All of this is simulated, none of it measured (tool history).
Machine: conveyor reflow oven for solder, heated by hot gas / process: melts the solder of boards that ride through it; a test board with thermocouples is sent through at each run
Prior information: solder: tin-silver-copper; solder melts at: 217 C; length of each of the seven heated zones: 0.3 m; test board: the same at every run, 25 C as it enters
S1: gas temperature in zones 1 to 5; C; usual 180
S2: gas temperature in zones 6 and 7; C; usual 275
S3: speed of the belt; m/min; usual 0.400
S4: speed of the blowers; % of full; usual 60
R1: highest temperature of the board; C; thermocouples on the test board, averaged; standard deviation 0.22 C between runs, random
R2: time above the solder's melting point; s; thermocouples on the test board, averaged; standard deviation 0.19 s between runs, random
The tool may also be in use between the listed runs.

run	hour	S1	S2	S3	S4	R1	R2
1	0.0	180	275	0.400	60	253.1	69.3
2	4.3	180	275	0.400	60	253.2	69.0
3	8.2	180	275	0.400	60	252.9	69.0
4	13.5	180	275	0.400	60	253.4	68.7
5	22.0	180	275	0.400	65	255.3	71.2
6	30.9	180	275	0.400	60	253.6	69.3
7	36.4	180	275	0.400	60	253.3	69.1
8	41.2	180	275	0.400	60	253.3	68.9
9	47.0	180	277	0.400	60	255.1	70.6
10	55.3	180	277	0.400	60	255.4	70.9
11	59.8	180	277	0.401	60	254.9	70.2
12	66.0	180	277	0.401	60	254.4	70.1
13	71.5	180	277	0.401	60	255.1	70.0
14	75.6	180	286	0.400	60	262.3	76.0

What does the tool deliver on the next run?
15	82.8	170	287	0.400	60	?	?

R1: 260.9 C
R2: 71.1 s
Take away the tool's hidden state, keep the run-to-run variation as it was, and the same run would have given R1 260.9 C, R2 71.0 s.

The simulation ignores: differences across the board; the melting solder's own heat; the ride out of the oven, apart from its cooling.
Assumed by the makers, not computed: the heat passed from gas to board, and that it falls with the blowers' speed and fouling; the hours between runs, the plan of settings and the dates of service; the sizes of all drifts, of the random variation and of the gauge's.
